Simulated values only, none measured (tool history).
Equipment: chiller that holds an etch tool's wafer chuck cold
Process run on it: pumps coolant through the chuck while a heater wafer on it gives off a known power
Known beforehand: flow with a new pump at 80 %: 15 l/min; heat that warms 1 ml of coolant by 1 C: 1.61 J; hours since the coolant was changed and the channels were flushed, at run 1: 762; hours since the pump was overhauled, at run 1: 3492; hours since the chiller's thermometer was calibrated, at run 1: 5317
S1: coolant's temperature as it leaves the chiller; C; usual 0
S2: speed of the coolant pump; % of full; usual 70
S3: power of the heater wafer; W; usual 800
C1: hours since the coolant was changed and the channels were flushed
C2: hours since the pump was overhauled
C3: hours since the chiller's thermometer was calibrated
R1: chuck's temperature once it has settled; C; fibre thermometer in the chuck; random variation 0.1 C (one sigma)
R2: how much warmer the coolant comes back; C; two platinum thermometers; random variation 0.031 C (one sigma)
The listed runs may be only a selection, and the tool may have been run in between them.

Run 1, hour 0.0: usual settings; C1 762; C2 3492; C3 5317. Result: R1 7.6 C, R2 2.32 C.
Run 2, hour 56.0: usual settings; C1 818; C2 3548; C3 5373. Result: R1 7.8 C, R2 2.31 C.
Run 3, hour 106.3: usual settings; C1 868; C2 3598; C3 5424. Result: R1 7.6 C, R2 2.35 C.
Run 4, hour 171.1: usual settings; C1 933; C2 3663; C3 5488. Result: R1 7.6 C, R2 2.34 C.
Run 5, hour 263.0: usual settings but S2 75 % of full; C1 1025; C2 3755; C3 5580. Result: R1 7.1 C, R2 2.14 C.
Run 6, hour 319.6: usual settings but S2 75 % of full; C1 1081; C2 3812; C3 5637. Result: R1 7.2 C, R2 2.18 C.
At hour 371.0: chiller's thermometer calibrated.
Run 7, hour 386.7: usual settings but S2 75 % of full; C1 1147; C2 3878; C3 16. Result: R1 7.4 C, R2 2.13 C.
Run 8, hour 471.6: usual settings but S1 -7 C, S2 99 % of full, S3 788 W; C1 1232; C2 3963; C3 101. Result: R1 -1.6 C, R2 1.54 C.
Run 9, hour 585.2: usual settings but S2 71 % of full, S3 755 W; C1 1346; C2 4076; C3 214. Result: R1 7.0 C, R2 2.13 C.
Run 10, hour 692.5: usual settings but S1 8 C, S2 61 % of full, S3 458 W; C1 1453; C2 4183; C3 322. Result: R1 13.0 C, R2 1.52 C.
Run 11, hour 760.8: usual settings but S1 6 C, S2 74 % of full, S3 853 W; C1 1521; C2 4252; C3 390. Result: R1 13.9 C, R2 2.33 C.
Run 12, hour 853.6: usual settings but S1 2 C, S2 92 % of full; C1 1614; C2 4345; C3 483. Result: R1 7.9 C, R2 1.68 C.

Describe how what the log doesn't record of the tool's condition differs between the last listed run preceding each entry between runs and the first listed run following it.
Logged between run 6 and run 7: chiller's thermometer calibrated (hour 371.0)
  coolant's true temperature over the reading, C: -0.01 -> 0
